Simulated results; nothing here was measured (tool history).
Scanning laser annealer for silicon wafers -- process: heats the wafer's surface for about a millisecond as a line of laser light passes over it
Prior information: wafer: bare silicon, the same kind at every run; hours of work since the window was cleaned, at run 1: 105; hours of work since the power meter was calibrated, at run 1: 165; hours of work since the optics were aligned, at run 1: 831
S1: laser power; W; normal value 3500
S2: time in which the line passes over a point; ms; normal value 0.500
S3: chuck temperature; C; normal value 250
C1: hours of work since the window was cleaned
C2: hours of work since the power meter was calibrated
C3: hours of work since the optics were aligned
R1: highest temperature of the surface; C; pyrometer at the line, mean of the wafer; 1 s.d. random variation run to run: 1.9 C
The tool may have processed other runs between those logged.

Run 1, hour 0.0: usual settings; C1 105; C2 165; C3 831. Result: R1 1070 C.
Run 2, hour 17.6: usual settings; C1 115; C2 175; C3 841. Result: R1 1071 C.
Run 3, hour 35.0: usual settings; C1 126; C2 186; C3 851. Result: R1 1069 C.
Run 4, hour 48.3: usual settings but S3 240 C; C1 133; C2 193; C3 859. Result: R1 1059 C.
Run 5, hour 70.1: usual settings; C1 146; C2 206; C3 872. Result: R1 1067 C.
Run 6, hour 85.9: usual settings; C1 155; C2 215; C3 881. Result: R1 1064 C.
Run 7, hour 101.2: usual settings; C1 164; C2 224; C3 890. Result: R1 1064 C.
Run 8, hour 117.0: usual settings but S3 280 C; C1 174; C2 234; C3 900. Result: R1 1094 C.
At hour 121.7: laser's power meter calibrated.
Run 9, hour 131.0: usual settings but S1 3685 W, S2 0.468 ms, S3 216 C; C1 180; C2 5; C3 906. Result: R1 1039 C.
Run 10, hour 144.2: usual settings but S1 3055 W, S2 0.357 ms, S3 216 C; C1 188; C2 13; C3 914. Result: R1 809 C.
Run 11, hour 167.2: usual settings but S1 3647 W, S2 0.355 ms; C1 201; C2 27; C3 927. Result: R1 946 C.
Run 12, hour 190.7: usual settings but S1 3227 W, S2 0.545 ms, S3 229 C; C1 215; C2 40; C3 941. Result: R1 1023 C.
Run 13, hour 212.1: usual settings but S3 226 C; C1 228; C2 53; C3 954. Result: R1 1039 C.
At hour 222.3: laser's power meter calibrated, once more.
Run 14, hour 239.8: usual settings but S1 3042 W; C1 242; C2 10; C3 968. Result: R1 959 C.
Run 15, hour 262.4: usual settings but S1 3292 W, S3 239 C; C1 255; C2 24; C3 981. Result: R1 1003 C.

Branching from run 15: 3 alternative next runs. What would each branch give?
Run A, hour 289.4: usual settings but S2 0.387 ms, S3 275 C; C1 271; C2 39; C3 997. Result: R1 ?.
Run B, hour 289.4: usual settings but S1 3648 W, S2 0.351 ms, S3 266 C; C1 271; C2 39; C3 997. Result: R1 ?.
Run C, hour 289.4: usual settings but S1 3110 W, S2 0.585 ms, S3 233 C; C1 271; C2 39; C3 997. Result: R1 ?.

run    R1
  A   975
  B   958
  C  1022
What these runs would have given with no unlogged condition in the tool:
run    R1
  A   998
  B   981
  C  1049
